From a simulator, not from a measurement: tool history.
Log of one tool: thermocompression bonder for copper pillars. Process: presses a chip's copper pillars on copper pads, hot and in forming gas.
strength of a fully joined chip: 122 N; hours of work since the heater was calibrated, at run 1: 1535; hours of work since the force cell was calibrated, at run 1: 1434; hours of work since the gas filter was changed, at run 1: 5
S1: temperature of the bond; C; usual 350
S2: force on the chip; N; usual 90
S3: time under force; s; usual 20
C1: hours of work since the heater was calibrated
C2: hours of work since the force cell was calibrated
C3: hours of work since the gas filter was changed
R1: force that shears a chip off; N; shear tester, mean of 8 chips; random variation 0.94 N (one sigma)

| run | hour | S1 | S2 | S3 | C1 | C2 | C3 | R1 |
|---|---|---|---|---|---|---|---|---|
| 1 | 0 | 350 | 90 | 20 | 1535 | 1434 | 5 | 77.4 |
|  | 22.9 | heater calibrated with a thermocouple chip |
| 2 | 85.6 | 350 | 90 | 20 | 31 | 1476 | 47 | 76.9 |
| 3 | 127.3 | 350 | 90 | 20 | 52 | 1497 | 68 | 75.8 |
| 4 | 179.4 | 350 | 105 | 20 | 79 | 1523 | 94 | 80.9 |
| 5 | 247.9 | 350 | 105 | 20 | 113 | 1557 | 128 | 81.2 |
|  | 281.7 | forming gas filter changed |
| 6 | 309.3 | 350 | 90 | 20 | 143 | 1588 | 14 | 77.6 |
| 7 | 349.6 | 350 | 90 | 20 | 164 | 1608 | 34 | 77 |
|  | 423.3 | force cell calibrated |
| 8 | 446.6 | 350 | 90 | 20 | 212 | 12 | 82 | 77.6 |
| 9 | 493.3 | 335 | 90 | 20 | 235 | 35 | 105 | 70.4 |
| 10 | 560.8 | 350 | 90 | 20 | 269 | 69 | 139 | 76.2 |
|  | 573.7 | forming gas filter changed |
| 11 | 633.7 | 352 | 90 | 20 | 305 | 105 | 30 | 79.3 |
| 12 | 695.5 | 352 | 90 | 20 | 336 | 136 | 61 | 77.4 |
| 13 | 767.1 | 352 | 90 | 20 | 372 | 172 | 97 | 77.6 |
| 14 | 820.7 | 372 | 90 | 20 | 399 | 199 | 124 | 86.8 |
|  | 861.9 | forming gas filter changed |
| 15 | 908 | 372 | 90 | 20 | 443 | 243 | 23 | 88.5 |
| 16 | 972.7 | 356 | 90 | 20 | 475 | 275 | 56 | 79.8 |
| 17 | 1055.7 | 356 | 90 | 20 | 517 | 317 | 97 | 80.6 |
| 18 | 1122.3 | 356 | 90 | 20 | 550 | 350 | 131 | 78.3 |
|  | 1154.8 | forming gas filter changed |
| 19 | 1218.9 | 356 | 90 | 20 | 599 | 399 | 32 | 77.6 |
| 20 | 1263.7 | 356 | 90 | 20 | 621 | 421 | 55 | 79.7 |
| 21 | 1348.4 | 356 | 90 | 20 | 664 | 464 | 97 | 80.3 |
| 22 | 1430.7 | 353 | 128 | 20 | 705 | 505 | 138 | 90.2 |
|  | 1446.2 | forming gas filter changed |
| 23 | 1479.3 | 353 | 128 | 36 | 729 | 529 | 17 | 102.4 |
| 24 | 1540.6 | 334 | 134 | 57 | 760 | 560 | 47 | 103 |
| 25 | 1584.3 | 334 | 134 | 57 | 782 | 582 | 69 | 101 |
| 26 | 1664.6 | 332 | 57 | 57 | 822 | 622 | 110 | 74.7 |
| 27 | 1729.7 | 350 | 86 | 36 | 855 | 655 | 142 | 85.6 |
|  | 1734.8 | forming gas filter changed |
| 28 | 1778.4 | 350 | 86 | 36 | 879 | 679 | 22 | 90 |
| 29 | 1818.3 | 350 | 74 | 13 | 899 | 699 | 42 | 61.2 |
| 30 | 1910.4 | 360 | 74 | 16 | 945 | 745 | 88 | 70.2 |
| 31 | 1981.7 | 360 | 74 | 16 | 981 | 781 | 124 | 68.9 |
|  | 2025.4 | forming gas filter changed |
| 32 | 2057.1 | 375 | 90 | 11 | 1019 | 819 | 16 | 75.4 |
| 33 | 2148.3 | 375 | 90 | 11 | 1064 | 864 | 62 | 76 |
| 34 | 2205.2 | 368 | 90 | 53 | 1093 | 893 | 90 | 102.9 |
| 35 | 2284.9 | 368 | 90 | 53 | 1133 | 933 | 130 | 101.2 |
|  | 2315.7 | forming gas filter changed |
| 36 | 2350.1 | 354 | 102 | 40 | 1165 | 965 | 17 | 98.6 |
| 37 | 2446.2 | 354 | 102 | 40 | 1214 | 1014 | 66 | 95.1 |
| 38 | 2515.7 | 370 | 101 | 49 | 1248 | 1049 | 100 | 104.5 |
| 39 | 2577.8 | 369 | 115 | 24 | 1280 | 1080 | 132 | 94.2 |

Forecast each of these 3 alternatives for the next run:
|  | 2608.7 | forming gas filter changed |
| A | 2641.7 | 339 | 120 | 37 | 1311 | 1112 | 17 | ? |
|  | 2608.7 | forming gas filter changed |
| B | 2641.7 | 350 | 55 | 20 | 1311 | 1112 | 17 | ? |
|  | 2608.7 | forming gas filter changed |
| C | 2641.7 | 355 | 90 | 20 | 1311 | 1112 | 17 | ? |

| run | R1 |
|---|---|
| A | 94.2 |
| B | 59.5 |
| C | 77.4 |
Without the tool's hidden state the same runs would have given:
| run | R1 |
|---|---|
| A | 97.9 |
| B | 63.1 |
| C | 81.2 |
